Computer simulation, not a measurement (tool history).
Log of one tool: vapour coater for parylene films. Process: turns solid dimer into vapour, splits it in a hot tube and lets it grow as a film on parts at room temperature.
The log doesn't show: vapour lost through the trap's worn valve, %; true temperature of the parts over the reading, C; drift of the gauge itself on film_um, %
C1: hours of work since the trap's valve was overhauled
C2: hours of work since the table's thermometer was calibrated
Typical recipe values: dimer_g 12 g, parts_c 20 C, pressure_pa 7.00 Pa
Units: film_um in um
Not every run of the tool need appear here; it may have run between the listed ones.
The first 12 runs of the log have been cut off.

run 13 hour=223.8 | dimer_g=12 parts_c=23 pressure_pa=7.00 | C1=180 C2=845 | film_um=1.384
run 14 hour=247.0 | dimer_g=12 parts_c=17 pressure_pa=7.00 | C1=199 C2=864 | film_um=1.728
-- hour=255.5 trap's valve overhauled
run 15 hour=271.2 | dimer_g=12 parts_c=17 pressure_pa=7.00 | C1=13 C2=880 | film_um=1.737
run 16 hour=284.4 | dimer_g=12 parts_c=17 pressure_pa=7.00 | C1=23 C2=891 | film_um=1.727
run 17 hour=295.9 | dimer_g=12 parts_c=17 pressure_pa=7.00 | C1=32 C2=900 | film_um=1.740
run 18 hour=307.5 | dimer_g=17 parts_c=17 pressure_pa=2.04 | C1=42 C2=909 | film_um=3.304
run 19 hour=326.1 | dimer_g=6 parts_c=13 pressure_pa=2.21 | C1=57 C2=925 | film_um=1.324
run 20 hour=338.4 | dimer_g=10 parts_c=18 pressure_pa=4.77 | C1=67 C2=934 | film_um=1.539
run 21 hour=355.1 | dimer_g=10 parts_c=31 pressure_pa=6.35 | C1=80 C2=948 | film_um=0.896
run 22 hour=365.6 | dimer_g=12 parts_c=14 pressure_pa=6.35 | C1=89 C2=956 | film_um=1.986
run 23 hour=385.6 | dimer_g=12 parts_c=14 pressure_pa=6.35 | C1=105 C2=972 | film_um=1.987
run 24 hour=399.9 | dimer_g=12 parts_c=14 pressure_pa=6.35 | C1=116 C2=984 | film_um=1.979
run 25 hour=415.8 | dimer_g=12 parts_c=14 pressure_pa=6.35 | C1=129 C2=997 | film_um=1.982
run 26 hour=433.7 | dimer_g=12 parts_c=14 pressure_pa=3.83 | C1=143 C2=1011 | film_um=2.250
-- hour=444.5 gauge calibrated
run 27 hour=458.8 | dimer_g=8 parts_c=22 pressure_pa=6.14 | C1=163 C2=1031 | film_um=0.973
run 28 hour=479.5 | dimer_g=8 parts_c=17 pressure_pa=5.39 | C1=180 C2=1048 | film_um=1.206
run 29 hour=492.6 | dimer_g=12 parts_c=20 pressure_pa=6.86 | C1=191 C2=1058 | film_um=1.549
-- hour=510.9 trap's valve overhauled
run 30 hour=513.3 | dimer_g=12 parts_c=20 pressure_pa=6.83 | C1=2 C2=1072 | film_um=1.543
run 31 hour=523.9 | dimer_g=8 parts_c=20 pressure_pa=10.02 | C1=10 C2=1080 | film_um=0.945
-- hour=537.9 table's thermometer calibrated
run 32 hour=547.5 | dimer_g=8 parts_c=20 pressure_pa=10.02 | C1=29 C2=8 | film_um=0.933
run 33 hour=565.3 | dimer_g=8 parts_c=27 pressure_pa=7.59 | C1=43 C2=22 | film_um=0.785

Below are 3 alternative next runs, each starting from the tool's condition after run 33. Predict each:
run A hour=577.8 | dimer_g=21 parts_c=12 pressure_pa=7.59 | C1=53 C2=32 | film_um=?
run B hour=577.8 | dimer_g=11 parts_c=27 pressure_pa=3.03 | C1=53 C2=32 | film_um=?
run C hour=577.8 | dimer_g=6 parts_c=27 pressure_pa=4.30 | C1=53 C2=32 | film_um=?

run=A film_um=3.539
run=B film_um=1.342
run=C film_um=0.665
With no hidden state in the tool, these same runs would have given:
run=A film_um=3.517
run=B film_um=1.334
run=C film_um=0.660

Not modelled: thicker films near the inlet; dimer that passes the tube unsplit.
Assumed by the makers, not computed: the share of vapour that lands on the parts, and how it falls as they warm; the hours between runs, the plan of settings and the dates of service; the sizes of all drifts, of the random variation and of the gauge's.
